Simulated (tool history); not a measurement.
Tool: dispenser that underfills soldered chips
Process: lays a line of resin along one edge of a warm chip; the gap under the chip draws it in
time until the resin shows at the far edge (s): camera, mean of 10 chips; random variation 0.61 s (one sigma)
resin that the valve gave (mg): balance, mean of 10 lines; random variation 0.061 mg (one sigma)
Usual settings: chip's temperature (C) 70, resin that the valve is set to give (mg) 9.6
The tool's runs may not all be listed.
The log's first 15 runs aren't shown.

run	hour	chip's temperature (C)	resin that the valve is set to give (mg)	time until the resin shows at the far edge (s)	resin that the valve gave (mg)
16	117	70	8.22	91.2	8.22
17	121.7	70	9.6	107.7	9.31
# hour 125.6: new syringe of resin
18	130.6	68	9.6	76.8	9.41
19	136.3	72	12.37	83.3	12.06
20	141.9	61	10.47	154.1	10.18
# hour 143.7: new syringe of resin
21	151.8	57	12.03	125.1	11.48
22	161	69	10.34	122.8	9.94
# hour 162: new syringe of resin
23	168.2	69	10.34	77.8	9.9
24	175.7	56	10.34	165.7	9.8
# hour 179.9: new syringe of resin
25	181.9	56	10.34	102	9.83
26	188.1	56	10.34	135.2	9.8
# hour 193.2: dispensing valve cleaned and set on the balance
27	197.6	69	9.55	122	9.49
# hour 199.2: new syringe of resin
28	204.7	75	10.84	62	10.66
29	212.2	62	8.91	135	8.79
# hour 217.8: new syringe of resin
30	220.3	62	8.91	84.1	8.76
31	231.3	81	10.78	71.7	10.5
# hour 236.5: new syringe of resin
32	236.5	81	10.78	40.4	10.45

Run 33 comes next. What will it give?
33	244.3	70	10.32	?	?

{"run 33": {"time until the resin shows at the far edge (s)": 80.8, "resin that the valve gave (mg)": 10.08}}
Without the tool's hidden state the same run would have given time until the resin shows at the far edge (s) 53, resin that the valve gave (mg) 10.36.

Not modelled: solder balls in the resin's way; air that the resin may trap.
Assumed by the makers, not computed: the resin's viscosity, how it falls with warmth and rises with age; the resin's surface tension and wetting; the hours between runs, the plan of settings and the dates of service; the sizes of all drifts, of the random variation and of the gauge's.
